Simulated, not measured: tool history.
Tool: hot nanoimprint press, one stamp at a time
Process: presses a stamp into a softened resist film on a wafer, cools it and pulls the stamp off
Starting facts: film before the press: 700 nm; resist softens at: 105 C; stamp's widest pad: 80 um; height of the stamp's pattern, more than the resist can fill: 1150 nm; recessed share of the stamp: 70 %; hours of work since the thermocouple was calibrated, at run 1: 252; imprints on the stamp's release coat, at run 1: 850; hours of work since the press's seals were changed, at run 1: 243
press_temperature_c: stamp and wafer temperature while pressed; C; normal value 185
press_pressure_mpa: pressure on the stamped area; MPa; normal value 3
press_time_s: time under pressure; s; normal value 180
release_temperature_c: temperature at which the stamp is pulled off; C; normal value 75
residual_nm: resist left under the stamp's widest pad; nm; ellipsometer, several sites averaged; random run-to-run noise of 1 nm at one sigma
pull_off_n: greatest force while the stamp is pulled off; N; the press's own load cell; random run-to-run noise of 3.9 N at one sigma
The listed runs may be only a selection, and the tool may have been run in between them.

run	day	press_temperature_c	press_pressure_mpa	press_time_s	release_temperature_c	hours of work since the thermocouple was calibrated	imprints on the stamp's release coat	hours of work since the press's seals were changed	residual_nm	pull_off_n
1	0.000	185	3	180	75	252	850	243	298.7	193
2	0.288	185	3	180	75	255	865	246	299.7	192
3	0.892	185	3	180	75	261	897	252	297.7	187
4	1.358	185	3	180	75	266	921	257	297.4	197
5	1.771	185	3	180	71	270	943	261	297.7	209
6	2.242	174	3	180	75	275	968	265	406.0	185
7	2.862	174	3	180	75	281	1001	271	401.5	188
8	3.446	174	3	180	75	287	1032	277	402.4	187
9	3.850	174	3	180	75	291	1053	281	400.6	188
10	4.304	174	3	180	75	295	1077	286	401.8	186

Run 11, settings as shown, results not yet in. Your forecast:
11	4.733	188	3	180	75	299	1100	290	?	?

{"run 11": {"residual_nm": 273.9, "pull_off_n": 188}}
Had the tool carried no hidden state, the very same run would have given residual_nm 275.2 nm, pull_off_n 187 N.
